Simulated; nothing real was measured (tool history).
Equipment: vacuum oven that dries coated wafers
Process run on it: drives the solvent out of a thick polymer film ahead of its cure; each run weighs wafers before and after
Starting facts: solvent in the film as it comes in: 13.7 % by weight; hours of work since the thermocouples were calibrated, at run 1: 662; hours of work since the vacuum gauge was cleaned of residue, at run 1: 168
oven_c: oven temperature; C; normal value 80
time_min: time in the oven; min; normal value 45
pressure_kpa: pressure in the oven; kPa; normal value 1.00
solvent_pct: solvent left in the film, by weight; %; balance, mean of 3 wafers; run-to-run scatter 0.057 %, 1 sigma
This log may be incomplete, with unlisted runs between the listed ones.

run	hour	oven_c	time_min	pressure_kpa	hours of work since the thermocouples were calibrated	hours of work since the vacuum gauge was cleaned of residue	solvent_pct
1	0.0	80	45	1.00	662	168	2.90
2	105.7	73	45	1.00	726	232	4.18
3	166.1	73	45	1.00	763	268	4.22
# hour 252.7: oven's thermocouples calibrated
4	279.8	73	45	1.00	16	336	4.50
5	332.1	80	74	1.00	48	368	2.22
6	429.8	80	74	1.00	107	427	2.36
7	481.0	80	74	1.00	138	458	2.38
8	566.4	80	74	1.00	190	510	2.28
9	677.2	80	65	0.59	257	577	1.77
10	729.8	80	62	0.61	289	608	1.86
11	827.5	80	62	0.61	348	668	1.94
12	910.0	80	62	2.65	398	718	5.40
13	975.0	80	23	2.37	437	757	6.89
14	1037.0	92	33	2.08	475	794	2.99
15	1154.1	66	33	2.88	546	865	11.23

Below are 4 alternative next runs, each starting from the tool's condition after run 15. Predict each:
A	1218.5	75	45	2.68	585	904	?
B	1218.5	66	56	1.00	585	904	?
C	1218.5	66	33	1.45	585	904	?
D	1218.5	80	53	1.00	585	904	?

run	solvent_pct
A	7.25
B	5.92
C	8.29
D	2.76
Take away the tool's hidden state, keep each run's random variation, and the runs would have read:
run	solvent_pct
A	7.05
B	5.46
C	7.99
D	2.43

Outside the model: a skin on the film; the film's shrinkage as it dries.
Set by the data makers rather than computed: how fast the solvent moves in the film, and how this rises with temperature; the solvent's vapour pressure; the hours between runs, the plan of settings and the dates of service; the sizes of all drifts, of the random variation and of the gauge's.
